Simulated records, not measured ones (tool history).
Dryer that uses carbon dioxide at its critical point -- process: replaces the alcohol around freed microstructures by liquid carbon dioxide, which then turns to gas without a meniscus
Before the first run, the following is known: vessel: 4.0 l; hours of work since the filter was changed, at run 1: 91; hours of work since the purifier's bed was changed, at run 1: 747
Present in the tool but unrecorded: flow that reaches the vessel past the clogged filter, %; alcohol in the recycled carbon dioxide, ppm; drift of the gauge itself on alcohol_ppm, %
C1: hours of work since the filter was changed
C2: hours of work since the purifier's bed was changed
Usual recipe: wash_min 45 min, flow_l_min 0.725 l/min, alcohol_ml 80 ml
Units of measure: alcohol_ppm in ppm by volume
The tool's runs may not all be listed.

{"run": 1, "hour": 0.0, "wash_min": 45, "flow_l_min": 0.725, "alcohol_ml": 80, "C1": 91, "C2": 747, "alcohol_ppm": 107}
{"run": 2, "hour": 24.2, "wash_min": 45, "flow_l_min": 0.725, "alcohol_ml": 59, "C1": 106, "C2": 761, "alcohol_ppm": 95}
{"run": 3, "hour": 60.2, "wash_min": 45, "flow_l_min": 0.725, "alcohol_ml": 59, "C1": 128, "C2": 783, "alcohol_ppm": 105}
{"run": 4, "hour": 99.8, "wash_min": 45, "flow_l_min": 0.725, "alcohol_ml": 59, "C1": 152, "C2": 807, "alcohol_ppm": 115}
{"run": 5, "hour": 135.6, "wash_min": 45, "flow_l_min": 0.822, "alcohol_ml": 80, "C1": 174, "C2": 829, "alcohol_ppm": 100}
{"run": 6, "hour": 170.9, "wash_min": 53, "flow_l_min": 0.725, "alcohol_ml": 80, "C1": 195, "C2": 850, "alcohol_ppm": 107}
{"run": 7, "hour": 203.2, "wash_min": 45, "flow_l_min": 0.636, "alcohol_ml": 80, "C1": 215, "C2": 870, "alcohol_ppm": 187}
{"run": 8, "hour": 229.1, "wash_min": 45, "flow_l_min": 0.911, "alcohol_ml": 80, "C1": 231, "C2": 886, "alcohol_ppm": 80}
{"run": 9, "hour": 266.3, "wash_min": 45, "flow_l_min": 0.911, "alcohol_ml": 80, "C1": 253, "C2": 908, "alcohol_ppm": 94}
{"run": 10, "hour": 298.9, "wash_min": 45, "flow_l_min": 0.725, "alcohol_ml": 83, "C1": 273, "C2": 928, "alcohol_ppm": 145}
{"run": 11, "hour": 337.0, "wash_min": 45, "flow_l_min": 0.725, "alcohol_ml": 83, "C1": 296, "C2": 951, "alcohol_ppm": 145}
{"run": 12, "hour": 380.7, "wash_min": 45, "flow_l_min": 1.046, "alcohol_ml": 83, "C1": 323, "C2": 978, "alcohol_ppm": 86}
{"run": 13, "hour": 421.4, "wash_min": 71, "flow_l_min": 0.494, "alcohol_ml": 106, "C1": 348, "C2": 1003, "alcohol_ppm": 151}
{"run": 14, "hour": 462.5, "wash_min": 51, "flow_l_min": 1.013, "alcohol_ml": 64, "C1": 373, "C2": 1028, "alcohol_ppm": 97}
{"run": 15, "hour": 508.9, "wash_min": 35, "flow_l_min": 0.723, "alcohol_ml": 80, "C1": 401, "C2": 1056, "alcohol_ppm": 348}
{"run": 16, "hour": 542.8, "wash_min": 63, "flow_l_min": 0.437, "alcohol_ml": 108, "C1": 421, "C2": 1076, "alcohol_ppm": 348}
{"run": 17, "hour": 572.6, "wash_min": 49, "flow_l_min": 0.437, "alcohol_ml": 32, "C1": 440, "C2": 1095, "alcohol_ppm": 310}
{"run": 18, "hour": 609.5, "wash_min": 45, "flow_l_min": 1.061, "alcohol_ml": 51, "C1": 462, "C2": 1117, "alcohol_ppm": 110}
{"run": 19, "hour": 640.4, "wash_min": 40, "flow_l_min": 0.445, "alcohol_ml": 22, "C1": 481, "C2": 1136, "alcohol_ppm": 381}

Branching from run 19: 5 alternative next runs. What would each branch give?
{"run": "A", "hour": 683.1, "wash_min": 40, "flow_l_min": 0.792, "alcohol_ml": 36, "C1": 507, "C2": 1162, "alcohol_ppm": "?"}
{"run": "B", "hour": 683.1, "wash_min": 49, "flow_l_min": 0.725, "alcohol_ml": 23, "C1": 507, "C2": 1162, "alcohol_ppm": "?"}
{"run": "C", "hour": 683.1, "wash_min": 66, "flow_l_min": 0.445, "alcohol_ml": 82, "C1": 507, "C2": 1162, "alcohol_ppm": "?"}
{"run": "D", "hour": 683.1, "wash_min": 52, "flow_l_min": 0.79, "alcohol_ml": 87, "C1": 507, "C2": 1162, "alcohol_ppm": "?"}
{"run": "E", "hour": 683.1, "wash_min": 71, "flow_l_min": 0.903, "alcohol_ml": 48, "C1": 507, "C2": 1162, "alcohol_ppm": "?"}

run=A alcohol_ppm=146
run=B alcohol_ppm=124
run=C alcohol_ppm=274
run=D alcohol_ppm=130
run=E alcohol_ppm=99
With no hidden state in the tool, these same runs would have given:
run=A alcohol_ppm=23
run=B alcohol_ppm=17
run=C alcohol_ppm=77
run=D alcohol_ppm=14
run=E alcohol_ppm=4
